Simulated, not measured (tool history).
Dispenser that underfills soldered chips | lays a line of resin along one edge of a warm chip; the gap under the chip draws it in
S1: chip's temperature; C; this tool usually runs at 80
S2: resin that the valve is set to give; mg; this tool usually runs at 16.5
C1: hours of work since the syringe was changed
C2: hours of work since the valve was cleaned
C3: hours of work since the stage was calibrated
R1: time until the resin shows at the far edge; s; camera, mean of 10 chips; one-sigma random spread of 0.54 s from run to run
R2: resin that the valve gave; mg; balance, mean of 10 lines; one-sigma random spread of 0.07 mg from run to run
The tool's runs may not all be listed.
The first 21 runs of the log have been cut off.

| run | hour | S1 | S2 | C1 | C2 | C3 | R1 | R2 |
|---|---|---|---|---|---|---|---|---|
| 22 | 107.9 | 79 | 19.7 | 5 | 56 | 281 | 74.7 | 18.88 |
|  | 110.5 | new syringe of resin |
| 23 | 114.5 | 79 | 19.7 | 3 | 61 | 286 | 64.7 | 18.89 |
|  | 119.9 | new syringe of resin |
| 24 | 120.5 | 74 | 17.3 | 0 | 66 | 290 | 66.5 | 16.55 |
| 25 | 124.4 | 74 | 17.3 | 3 | 69 | 293 | 86 | 16.52 |
|  | 129.3 | new syringe of resin |
| 26 | 130.4 | 69 | 17.2 | 1 | 73 | 298 | 89.5 | 16.19 |
| 27 | 136.9 | 67 | 20.2 | 6 | 78 | 303 | 143.5 | 18.92 |
|  | 138.6 | new syringe of resin |
| 28 | 140.5 | 94 | 16.5 | 1 | 80 | 305 | 28.5 | 15.57 |
| 29 | 145.8 | 85 | 18.6 | 6 | 85 | 309 | 59.4 | 17.68 |
|  | 148.1 | new syringe of resin |
| 30 | 149.2 | 89 | 14.8 | 1 | 87 | 312 | 34.6 | 13.92 |
| 31 | 154.9 | 80 | 15.8 | 5 | 91 | 316 | 74.2 | 14.74 |
|  | 157.5 | new syringe of resin |
| 32 | 159.2 | 84 | 14.1 | 1 | 94 | 319 | 45.9 | 13.14 |
| 33 | 164.1 | 84 | 14.1 | 5 | 98 | 323 | 60.4 | 13.08 |
|  | 166.9 | new syringe of resin |
| 34 | 168.8 | 89 | 15.7 | 2 | 102 | 326 | 37.3 | 14.59 |
| 35 | 173.7 | 75 | 17.2 | 5 | 105 | 330 | 96.8 | 15.91 |

4 ways to go on from here, each from the tool as it stands after run 35. What would each give?
|  | 176.5 | new syringe of resin |
|  | 181.3 | dispensing valve cleaned and set on the balance |
| A | 182 | 89 | 16.5 | 3 | 1 | 335 | ? | ? |
|  | 176.5 | new syringe of resin |
|  | 181.3 | dispensing valve cleaned and set on the balance |
| B | 182 | 78 | 20.9 | 3 | 1 | 335 | ? | ? |
|  | 176.5 | new syringe of resin |
|  | 181.3 | dispensing valve cleaned and set on the balance |
| C | 182 | 83 | 16.5 | 3 | 1 | 335 | ? | ? |
|  | 176.5 | new syringe of resin |
|  | 181.3 | dispensing valve cleaned and set on the balance |
| D | 182 | 72 | 18.5 | 3 | 1 | 335 | ? | ? |

| run | R1 | R2 |
|---|---|---|
| A | 40.5 | 16.53 |
| B | 67.5 | 20.96 |
| C | 53.6 | 16.51 |
| D | 92.7 | 18.49 |
Had the tool no hidden state, the same runs would have come out as:
| run | R1 | R2 |
|---|---|---|
| A | 28.8 | 16.54 |
| B | 47.9 | 20.97 |
| C | 38.3 | 16.52 |
| D | 65.7 | 18.49 |
